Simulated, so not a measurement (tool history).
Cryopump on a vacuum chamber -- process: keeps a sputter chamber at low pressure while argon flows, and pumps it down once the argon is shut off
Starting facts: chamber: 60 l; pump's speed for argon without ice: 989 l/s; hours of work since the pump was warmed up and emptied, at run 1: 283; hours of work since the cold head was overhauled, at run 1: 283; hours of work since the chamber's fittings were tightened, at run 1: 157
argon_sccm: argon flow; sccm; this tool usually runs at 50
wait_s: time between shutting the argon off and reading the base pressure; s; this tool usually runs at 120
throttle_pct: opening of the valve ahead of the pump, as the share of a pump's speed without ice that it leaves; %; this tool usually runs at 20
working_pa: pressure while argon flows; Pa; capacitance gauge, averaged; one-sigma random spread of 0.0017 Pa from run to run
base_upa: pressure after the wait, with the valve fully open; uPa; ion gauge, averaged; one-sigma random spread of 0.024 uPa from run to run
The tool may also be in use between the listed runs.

| run | hour | argon_sccm | wait_s | throttle_pct | hours of work since the pump was warmed up and emptied | hours of work since the cold head was overhauled | hours of work since the chamber's fittings were tightened | working_pa | base_upa |
|---|---|---|---|---|---|---|---|---|---|
| 1 | 0.0 | 50 | 120 | 20 | 283 | 283 | 157 | 0.4419 | 1.11 |
| 2 | 32.7 | 50 | 68 | 20 | 300 | 300 | 174 | 0.4420 | 1.49 |
| 3 | 61.5 | 50 | 68 | 20 | 315 | 315 | 189 | 0.4414 | 1.60 |
| 4 | 91.9 | 50 | 68 | 20 | 331 | 331 | 205 | 0.4437 | 1.64 |
| 5 | 132.7 | 50 | 68 | 20 | 352 | 352 | 227 | 0.4424 | 1.56 |
| 6 | 158.4 | 50 | 68 | 20 | 366 | 366 | 240 | 0.4442 | 1.61 |
| 7 | 177.7 | 50 | 68 | 20 | 376 | 376 | 250 | 0.4436 | 1.59 |
| 8 | 205.1 | 50 | 68 | 20 | 391 | 391 | 265 | 0.4450 | 1.66 |
|  | 218.3 | pump warmed up, emptied and cooled again |
| 9 | 239.1 | 28 | 120 | 20 | 11 | 406 | 280 | 0.2403 | 1.07 |
| 10 | 262.5 | 50 | 173 | 20 | 23 | 418 | 292 | 0.4294 | 0.90 |
| 11 | 294.8 | 50 | 173 | 20 | 40 | 435 | 309 | 0.4319 | 0.94 |
| 12 | 319.8 | 50 | 120 | 20 | 53 | 448 | 322 | 0.4305 | 1.10 |
| 13 | 349.6 | 50 | 120 | 20 | 69 | 464 | 338 | 0.4301 | 1.10 |
| 14 | 367.9 | 90 | 120 | 20 | 79 | 474 | 348 | 0.7729 | 1.15 |
| 15 | 408.6 | 90 | 120 | 20 | 100 | 495 | 369 | 0.7700 | 1.19 |
| 16 | 429.6 | 90 | 120 | 20 | 111 | 506 | 380 | 0.7749 | 1.16 |
| 17 | 467.9 | 50 | 30 | 24 | 131 | 526 | 400 | 0.3647 | 2.95 |
| 18 | 510.7 | 27 | 30 | 49 | 154 | 549 | 423 | 0.0982 | 2.95 |
| 19 | 543.2 | 27 | 30 | 49 | 171 | 566 | 440 | 0.0980 | 3.02 |
| 20 | 563.9 | 53 | 50 | 56 | 182 | 577 | 451 | 0.1705 | 2.01 |
| 21 | 593.6 | 53 | 58 | 15 | 197 | 592 | 466 | 0.6106 | 1.81 |
| 22 | 631.7 | 30 | 67 | 15 | 217 | 612 | 486 | 0.3488 | 1.66 |
| 23 | 661.9 | 30 | 67 | 15 | 233 | 628 | 502 | 0.3492 | 1.69 |
| 24 | 681.7 | 42 | 89 | 31 | 244 | 639 | 513 | 0.2421 | 1.46 |
| 25 | 715.8 | 46 | 89 | 37 | 262 | 657 | 531 | 0.2247 | 1.45 |
| 26 | 738.5 | 46 | 89 | 37 | 274 | 669 | 543 | 0.2242 | 1.46 |
| 27 | 759.0 | 58 | 37 | 48 | 284 | 679 | 553 | 0.2238 | 2.64 |
| 28 | 784.5 | 58 | 37 | 48 | 298 | 693 | 567 | 0.2237 | 2.58 |

Predict the results of run 29:
| 29 | 829.1 | 46 | 22 | 20 | 321 | 716 | 590 | ? | ? |

{"run 29": {"working_pa": 0.4066, "base_upa": 4.0}}
Minus the tool's unlogged condition, the same run would have read working_pa 0.3922 Pa, base_upa 3.58 uPa.

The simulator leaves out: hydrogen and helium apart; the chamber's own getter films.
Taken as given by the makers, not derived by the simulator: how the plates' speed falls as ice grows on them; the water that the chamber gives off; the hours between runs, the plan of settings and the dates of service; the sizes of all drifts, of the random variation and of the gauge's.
